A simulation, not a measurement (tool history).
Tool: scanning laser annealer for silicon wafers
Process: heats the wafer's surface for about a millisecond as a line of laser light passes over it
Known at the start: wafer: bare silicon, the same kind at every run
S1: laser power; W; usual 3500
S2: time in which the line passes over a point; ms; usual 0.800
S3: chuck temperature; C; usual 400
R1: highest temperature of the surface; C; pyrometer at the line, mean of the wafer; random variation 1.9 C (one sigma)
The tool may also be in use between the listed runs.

Run 1, day 0.000: usual settings. Result: R1 1135 C.
Run 2, day 0.275: usual settings but S1 3372 W. Result: R1 1100 C.
Run 3, day 0.729: usual settings but S1 3372 W, S3 408 C. Result: R1 1109 C.
Run 4, day 0.992: usual settings but S1 3372 W, S3 408 C. Result: R1 1106 C.
Run 5, day 1.208: usual settings but S1 3372 W, S3 408 C. Result: R1 1108 C.
Run 6, day 1.421: usual settings but S3 429 C. Result: R1 1165 C.
Run 7, day 1.671: usual settings but S1 3434 W, S3 429 C. Result: R1 1146 C.
At day 1.900: optics aligned, line set to its width.
Run 8, day 2.350: usual settings. Result: R1 1132 C.
Run 9, day 2.617: usual settings. Result: R1 1132 C.
At day 2.983: optics aligned, line set to its width, once more.
Run 10, day 3.208: usual settings but S1 3523 W, S2 0.973 ms, S3 386 C. Result: R1 1207 C.
At day 3.454: window over the wafer cleaned.
Run 11, day 3.754: usual settings but S1 3523 W, S2 0.973 ms, S3 386 C. Result: R1 1252 C.
Run 12, day 4.079: usual settings but S1 3354 W, S2 0.779 ms, S3 436 C. Result: R1 1166 C.
Run 13, day 4.442: usual settings but S1 3338 W, S2 0.838 ms, S3 397 C. Result: R1 1150 C.
Run 14, day 4.804: usual settings but S1 3270 W, S2 0.944 ms, S3 397 C. Result: R1 1173 C.
Run 15, day 5.175: usual settings but S1 3270 W, S2 0.944 ms, S3 397 C. Result: R1 1174 C.
Run 16, day 5.450: usual settings but S1 3270 W, S2 0.944 ms, S3 397 C. Result: R1 1172 C.
Run 17, day 5.825: usual settings but S1 3774 W, S2 0.944 ms, S3 431 C. Result: R1 1370 C.
Run 18, day 6.271: usual settings but S1 3774 W, S2 0.993 ms, S3 363 C. Result: R1 1325 C.

5 ways to go on from here, each from the tool as it stands after run 18. What would each give?
Run A, day 6.588: usual settings but S1 3726 W, S2 0.732 ms, S3 375 C. Result: R1 ?.
Run B, day 6.588: usual settings but S2 0.744 ms. Result: R1 ?.
Run C, day 6.588: usual settings but S1 3684 W, S2 0.993 ms, S3 363 C. Result: R1 ?.
Run D, day 6.588: usual settings but S1 3102 W. Result: R1 ?.
Run E, day 6.588: usual settings but S1 3680 W, S2 0.585 ms, S3 426 C. Result: R1 ?.

run    R1
  A  1186
  B  1153
  C  1290
  D  1066
  E  1143
Without the tool's hidden state the same runs would have given:
run    R1
  A  1191
  B  1158
  C  1295
  D  1070
  E  1147
